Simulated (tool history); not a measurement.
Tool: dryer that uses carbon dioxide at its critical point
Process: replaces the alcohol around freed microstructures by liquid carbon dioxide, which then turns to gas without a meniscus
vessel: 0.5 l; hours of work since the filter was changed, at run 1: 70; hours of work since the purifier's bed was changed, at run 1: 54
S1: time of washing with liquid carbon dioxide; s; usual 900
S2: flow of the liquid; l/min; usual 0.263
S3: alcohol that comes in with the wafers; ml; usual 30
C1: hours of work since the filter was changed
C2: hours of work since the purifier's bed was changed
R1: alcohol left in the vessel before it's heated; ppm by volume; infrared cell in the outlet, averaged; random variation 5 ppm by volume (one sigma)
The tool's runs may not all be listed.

run   hour   S1     S2  S3   C1   C2    R1
  1      0  900  0.263  30   70   54    34
  2    3.8  900  0.263  30   72   55    41
  3     10  900  0.263  30   75   58    30
  4   18.9  900  0.263  85   78   62    85
  5   27.1  900  0.263  85   82   65    95
  6   33.7  900  0.263  85   85   68   100
  7   40.9  900  0.263  85   88   71   106
  8   47.8  900  0.337  30   91   74    12
  9   56.8  900  0.337  30   95   78    15
 10   65.2  900  0.337  30   98   82    13
 11   72.5  900  0.263  41  101   85    43
 12   80.3  900  0.263  41  105   88    55
 13     88  900  0.263  41  108   91    59
 14   93.9  900  0.263  41  110   94    60
 15  100.8  900  0.263  30  113   97    32
 16  106.9  900  0.263  30  116   99    50
 17    111  900  0.263  30  118  101    41
 18  117.3  900  0.263  30  120  104    44
 19  125.6  900  0.263  64  124  107    89
 20    134  900  0.263  64  127  111    90
 21  138.2  900  0.263  64  129  113    82
 22    145  900  0.373  30  132  116    10
 23  150.3  900  0.373  30  134  118    16
 24  156.5  900  0.373  30  137  120     8
 25  163.6  900   0.34  37  140  123     7
 26    168  660  0.204  37  142  125  1195
 27    176  840  0.231  49  145  129   259
 28    180  840  0.231  49  147  130   262
 29    185  780  0.231  49  149  133   399
 30  192.9  780  0.231  49  153  136   409
 31  196.9  900  0.307  70  154  138    43
 32  203.8  540  0.259  78  157  141  2115
 33  210.7  540  0.259  78  160  144  2100
 34  217.9  600  0.263  68  163  147  1061
 35  226.8  600  0.263  68  167  150  1055
 36  230.8  600   0.27  36  169  152   496
 37  235.4  900   0.26  66  171  154   117
 38  241.4  960  0.263  34  173  157    42
 39  248.6  840  0.207  86  176  160   913
 40  256.7  900  0.165  30  180  163   772
 41  262.8  600  0.165  47  182  166  4996
 42  269.9  600  0.165  47  185  169  4944
 43  275.8  780  0.223  30  188  171   324
 44  279.9  540  0.223  41  190  173  2204
 45  285.1  540   0.28  28  192  175   558
 46  289.5  540   0.28  28  194  177   555
 47    296  540   0.28  28  196  180   571

Measured less the same run without the tool's hidden state. The same run-to-run variation is in both; the gauge's scatter may not be:
The hidden state here: flow that reaches the vessel past the clogged filter, %; alcohol in the recycled carbon dioxide, ppm; drift of the gauge itself on alcohol_ppm, %.
run     R1
  1     +9
  2     +9
  3    +10
  4    +24
  5    +24
  6    +25
  7    +26
  8     +5
  9     +5
 10     +5
 11    +17
 12    +17
 13    +19
 14    +19
 15    +15
 16    +15
 17    +16
 18    +16
 19    +29
 20    +31
 21    +32
 22     +6
 23     +6
 24     +6
 25     +7
 26   +271
 27    +85
 28    +86
 29   +122
 30   +130
 31    +17
 32   +549
 33   +555
 34   +317
 35   +322
 36   +161
 37    +49
 38    +20
 39   +313
 40   +232
 41  +1069
 42  +1072
 43   +118
 44   +591
 45   +186
 46   +188
 47   +192

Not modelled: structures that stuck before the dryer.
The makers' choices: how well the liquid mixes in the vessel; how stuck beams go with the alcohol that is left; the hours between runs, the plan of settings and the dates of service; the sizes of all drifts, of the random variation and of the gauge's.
